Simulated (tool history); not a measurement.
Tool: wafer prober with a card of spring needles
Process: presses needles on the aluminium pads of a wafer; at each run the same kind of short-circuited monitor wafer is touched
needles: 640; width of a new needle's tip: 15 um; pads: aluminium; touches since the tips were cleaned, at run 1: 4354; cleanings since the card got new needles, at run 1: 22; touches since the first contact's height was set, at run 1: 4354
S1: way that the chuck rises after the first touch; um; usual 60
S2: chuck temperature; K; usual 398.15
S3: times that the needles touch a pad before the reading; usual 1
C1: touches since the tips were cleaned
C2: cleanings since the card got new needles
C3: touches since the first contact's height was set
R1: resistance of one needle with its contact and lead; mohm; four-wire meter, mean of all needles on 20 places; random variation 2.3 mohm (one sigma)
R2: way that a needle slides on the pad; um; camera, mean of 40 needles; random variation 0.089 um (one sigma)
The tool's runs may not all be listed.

run,hour,S1,S2,S3,C1,C2,C3,R1,R2
1,0,60,398.15,1,4354,22,4354,341,14.51
# hour 9.7: tips cleaned on abrasive film
2,11.3,60,398.15,1,583,23,8359,430,14.57
3,23.1,60,398.15,1,4795,23,12571,413,14.56
# hour 32.4: tips cleaned on abrasive film
# hour 37.7: tips cleaned on abrasive film, once more
4,40,60,398.15,1,812,25,18528,280,14.33
5,55.9,60,354.15,1,6501,25,24217,353,14.51
# hour 60: tips cleaned on abrasive film
6,72.9,60,354.15,1,4623,26,30253,341,14.5
# hour 82.3: tips cleaned on abrasive film
7,88.1,43,301.15,1,2057,27,35627,343,10.28
# hour 104.9: tips cleaned on abrasive film
8,106.2,43,301.15,1,449,28,42065,283,10.3
9,123.1,43,301.15,1,6481,28,48097,451,10.26
# hour 127.4: tips cleaned on abrasive film
10,131.8,49,349.15,1,1552,29,51158,320,11.71
11,144.7,44,327.15,2,6165,29,55771,364,10.38
# hour 149.9: tips cleaned on abrasive film
12,160.8,44,327.15,2,3900,30,61484,344,10.31

3 ways to go on from here, each from the tool as it stands after run 12. What would each give?
# hour 172.1: tips cleaned on abrasive film
A,172.5,73,398.15,1,129,31,65618,?,?
# hour 172.1: tips cleaned on abrasive film
B,172.5,60,398.15,1,129,31,65618,?,?
# hour 172.1: tips cleaned on abrasive film
C,172.5,69,319.15,2,129,31,65618,?,?

run,R1,R2
A,265,17.78
B,275,14.39
C,242,16.36
Without the tool's hidden state the same runs would have given:
run,R1,R2
A,256,17.97
B,263,14.58
C,235,16.54
